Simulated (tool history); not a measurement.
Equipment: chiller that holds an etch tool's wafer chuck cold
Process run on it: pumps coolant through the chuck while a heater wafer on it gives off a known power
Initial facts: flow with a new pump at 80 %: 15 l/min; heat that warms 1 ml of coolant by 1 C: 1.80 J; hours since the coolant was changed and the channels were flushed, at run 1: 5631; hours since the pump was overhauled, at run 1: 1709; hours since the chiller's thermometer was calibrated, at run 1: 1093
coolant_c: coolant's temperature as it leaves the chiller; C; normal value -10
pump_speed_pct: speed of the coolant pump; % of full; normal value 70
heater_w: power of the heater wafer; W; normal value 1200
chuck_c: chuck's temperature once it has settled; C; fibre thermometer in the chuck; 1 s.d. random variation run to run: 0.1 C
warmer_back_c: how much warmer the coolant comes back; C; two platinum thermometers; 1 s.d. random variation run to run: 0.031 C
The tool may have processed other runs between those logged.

run,hour,coolant_c,pump_speed_pct,heater_w,hours since the coolant was changed and the channels were flushed,hours since the pump was overhauled,hours since the chiller's thermometer was calibrated,chuck_c,warmer_back_c
1,0,-10,70,1200,5631,1709,1093,-0.7,3.09
2,40.3,-10,70,1200,5671,1749,1133,-0.7,3.08
3,65.4,-10,70,1200,5696,1774,1158,-0.9,3.08
4,97.7,-10,70,1200,5729,1806,1190,-0.8,3.03
5,131.4,-10,70,625,5762,1840,1224,-5.5,1.56
6,165.2,-14,70,1200,5796,1874,1258,-4.8,3.01
7,197.4,-1,70,1200,5828,1906,1290,8.1,3
8,238.2,-1,70,1200,5869,1947,1331,8.2,2.92
9,262.8,-10,70,1200,5894,1972,1356,-0.9,2.91
10,290.9,-10,70,1200,5922,2000,1384,-0.9,2.96
11,328,-10,70,1200,5959,2037,1421,-0.8,2.9
12,354,-10,83,1200,5985,2063,1447,-1.8,2.41
13,386.8,-10,70,1301,6018,2096,1480,0,3.15
14,408.3,-10,70,1301,6039,2117,1501,-0.2,3.13
15,443.6,-10,70,1200,6074,2152,1536,-1.1,2.86
16,463.2,-10,70,1200,6094,2172,1556,-0.7,2.86
17,490.7,-10,71,908,6122,2199,1583,-2.9,1.99
18,517.7,-18,72,1200,6148,2226,1610,-9.1,2.72
19,535.3,-10,70,1200,6166,2244,1628,-0.9,2.77
20,578.4,-10,70,609,6209,2287,1671,-5.3,1.22
21,608.4,-10,70,609,6239,2317,1701,-5.4,1.15
22,646.7,-5,88,886,6277,2355,1739,1,1.38
23,685.8,-5,88,886,6317,2395,1779,0.9,1.36
24,709.7,-15,88,1249,6340,2418,1802,-6.9,2.04
# hour 744: gauge calibrated
25,750,-10,64,1200,6381,2459,1843,-0.3,3.39
26,770.1,-15,61,1142,6401,2479,1863,-5.5,3.4
27,790,-13,69,1200,6421,2499,1883,-3.9,3.13
28,815.5,-13,69,1200,6446,2524,1908,-3.6,3.09
29,856.6,-12,65,892,6487,2565,1949,-4.9,2.41
30,899.1,-15,62,892,6530,2608,1992,-7.8,2.55
31,939.3,-15,84,1428,6570,2648,2032,-5.4,2.88

Below, each run's measurement less what the same run would have read without the hidden state. Both values contain the same run-to-run variation, but the gauge's scatter may not be the same in both:
What the log doesn't record here: heat passed by the chuck's channels, % of clean ones'; flow at a given pump speed, % of a new pump's; coolant's true temperature over the reading, C; drift of the gauge itself on chuck_c, C; drift of the gauge itself on warmer_back_c, C.
run,warmer_back_c
1,+0
2,-0.02
3,-0.04
4,-0.06
5,-0.08
6,-0.1
7,-0.12
8,-0.15
9,-0.16
10,-0.17
11,-0.2
12,-0.21
13,-0.24
14,-0.24
15,-0.27
16,-0.27
17,-0.3
18,-0.31
19,-0.33
20,-0.35
21,-0.37
22,-0.39
23,-0.41
24,-0.43
25,+0
26,-0.02
27,-0.02
28,-0.04
29,-0.07
30,-0.09
31,-0.12
chuck_c: within 0.1 C of the measured result in every run.
